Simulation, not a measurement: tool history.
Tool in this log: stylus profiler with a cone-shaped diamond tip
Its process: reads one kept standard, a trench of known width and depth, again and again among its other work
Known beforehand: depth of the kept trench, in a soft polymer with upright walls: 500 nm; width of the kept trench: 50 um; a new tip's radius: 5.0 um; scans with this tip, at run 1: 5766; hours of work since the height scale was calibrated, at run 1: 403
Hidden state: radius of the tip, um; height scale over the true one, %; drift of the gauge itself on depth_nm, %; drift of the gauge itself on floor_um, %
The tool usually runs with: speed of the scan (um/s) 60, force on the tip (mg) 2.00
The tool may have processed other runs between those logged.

run     day  speed of the scan (um/s)  force on the tip (mg)  scans with this tip  hours of work since the height scale was calibrated  depth of the trench (Å)  width of the trench's floor (nm)
  1   0.000                        60                   2.00                 5766                                                  403                   5023.2                             45320
  2   1.333                        60                   2.00                 5984                                                  418                   5026.5                             45310
  3   2.750                        60                   1.96                 6217                                                  434                   5024.5                             45370
  4   3.500                        61                   2.00                 6340                                                  443                   5027.6                             45330
  5   4.175                        60                   1.81                 6450                                                  450                   5024.8                             45310
  6   4.975                        60                   2.00                 6580                                                  460                   5025.9                             45370
  7   5.812                        60                   2.00                 6718                                                  469                   5026.8                             45360
  8   6.496                        60                   3.50                 6830                                                  477                   5037.7                             45410
  9   7.804                        60                   3.50                 7044                                                  492                   5039.1                             45450
 10   8.492                        60                   3.50                 7157                                                  500                   5038.9                             45410
 11   9.208                       195                   0.83                 7274                                                  508                   5013.4                             44160
 12  10.238                       119                   2.26                 7442                                                  520                   5028.8                             45030
 13  11.067                        16                   0.71                 7578                                                  529                   5012.9                             45500
 14  11.912                        60                   1.12                 7717                                                  539                   5017.1                             45220
 15  13.112                        39                   3.79                 7913                                                  553                   5039.7                             45490
 16  14.146                        93                   2.75                 8082                                                  565                   5034.5                             45240
 17  14.746                        93                   2.75                 8181                                                  571                   5033.5                             45220

The next listed run, before its measurement:
 18  15.746                        47                   5.17                 8344                                                  583                        ?                                 ?

Run 18 yielded depth of the trench (Å) 5047.7, width of the trench's floor (nm) 45520.
Were there no unlogged condition in the tool, this run, its random variation unchanged, would have produced depth of the trench (Å) 5047.6, width of the trench's floor (nm) 45520.

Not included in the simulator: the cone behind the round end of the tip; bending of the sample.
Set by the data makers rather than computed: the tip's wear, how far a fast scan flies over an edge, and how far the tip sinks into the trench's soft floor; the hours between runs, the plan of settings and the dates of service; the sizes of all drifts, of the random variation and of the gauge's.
